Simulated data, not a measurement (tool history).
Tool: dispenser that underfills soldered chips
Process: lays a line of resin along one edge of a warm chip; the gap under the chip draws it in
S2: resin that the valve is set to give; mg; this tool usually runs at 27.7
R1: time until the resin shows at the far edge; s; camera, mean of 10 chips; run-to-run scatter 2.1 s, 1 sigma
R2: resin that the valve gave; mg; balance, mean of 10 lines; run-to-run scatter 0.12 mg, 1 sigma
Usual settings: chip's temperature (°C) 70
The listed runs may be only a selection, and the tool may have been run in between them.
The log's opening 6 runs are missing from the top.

At hour 32.7: new syringe of resin.
Run 7, hour 37.1: usual settings. Result: R1 232.1 s, R2 26.78 mg.
Run 8, hour 43.3: usual settings but S2 25.8 mg. Result: R1 273.3 s, R2 24.95 mg.
At hour 46.7: new syringe of resin.
Run 9, hour 50.4: usual settings. Result: R1 229.7 s, R2 26.60 mg.
Run 10, hour 57.5: usual settings. Result: R1 264.7 s, R2 26.51 mg.
At hour 61.1: new syringe of resin.
Run 11, hour 61.2: usual settings. Result: R1 217.5 s, R2 26.42 mg.
Run 12, hour 68.4: usual settings. Result: R1 244.0 s, R2 26.16 mg.
Run 13, hour 72.2: usual settings. Result: R1 262.7 s, R2 26.19 mg.
At hour 75.0: new syringe of resin.
Run 14, hour 78.3: usual settings. Result: R1 226.4 s, R2 26.15 mg.
Run 15, hour 82.1: usual settings. Result: R1 245.7 s, R2 25.93 mg.
At hour 89.6: new syringe of resin.
Run 16, hour 90.2: usual settings. Result: R1 219.7 s, R2 25.83 mg.
Run 17, hour 96.5: usual settings but S2 29.7 mg. Result: R1 243.9 s, R2 27.59 mg.
Run 18, hour 101.9: usual settings but S2 29.7 mg. Result: R1 281.0 s, R2 27.67 mg.
At hour 103.8: new syringe of resin.
Run 19, hour 108.1: usual settings but S2 28.2 mg. Result: R1 232.6 s, R2 25.86 mg.
Run 20, hour 111.5: usual settings but chip's temperature (°C) 81, S2 23.9 mg. Result: R1 180.9 s, R2 22.01 mg.
At hour 117.9: new syringe of resin.
Run 21, hour 118.4: usual settings but chip's temperature (°C) 81, S2 26.5 mg. Result: R1 148.4 s, R2 24.27 mg.
Run 22, hour 121.7: usual settings but S2 26.2 mg. Result: R1 238.6 s, R2 23.90 mg.
Run 23, hour 127.4: usual settings but chip's temperature (°C) 55, S2 26.7 mg. Result: R1 472.6 s, R2 24.30 mg.
At hour 131.9: dispensing valve cleaned and set on the balance.
At hour 132.9: new syringe of resin.
Run 24, hour 133.1: usual settings but chip's temperature (°C) 85, S2 32.4 mg. Result: R1 120.2 s, R2 32.31 mg.
Run 25, hour 139.5: usual settings but chip's temperature (°C) 83, S2 31.1 mg. Result: R1 148.8 s, R2 30.78 mg.
Run 26, hour 144.2: usual settings but chip's temperature (°C) 62, S2 23.5 mg. Result: R1 373.2 s, R2 22.99 mg.
At hour 146.9: new syringe of resin.
Run 27, hour 150.1: usual settings but chip's temperature (°C) 64, S2 28.0 mg. Result: R1 282.1 s, R2 27.51 mg.
Run 28, hour 153.8: usual settings but chip's temperature (°C) 64, S2 28.0 mg. Result: R1 304.1 s, R2 27.49 mg.

Run 29, settings as shown, results not yet in. Your forecast:
At hour 161.2: new syringe of resin.
Run 29, hour 161.2: usual settings but chip's temperature (°C) 60, S2 30.3 mg. Result: R1 ?, R2 ?.

R1: 305.2 s
R2: 29.38 mg
On a tool with no hidden condition, and with the same random variation, this run would have come out at R1 296.4 s, R2 30.09 mg.

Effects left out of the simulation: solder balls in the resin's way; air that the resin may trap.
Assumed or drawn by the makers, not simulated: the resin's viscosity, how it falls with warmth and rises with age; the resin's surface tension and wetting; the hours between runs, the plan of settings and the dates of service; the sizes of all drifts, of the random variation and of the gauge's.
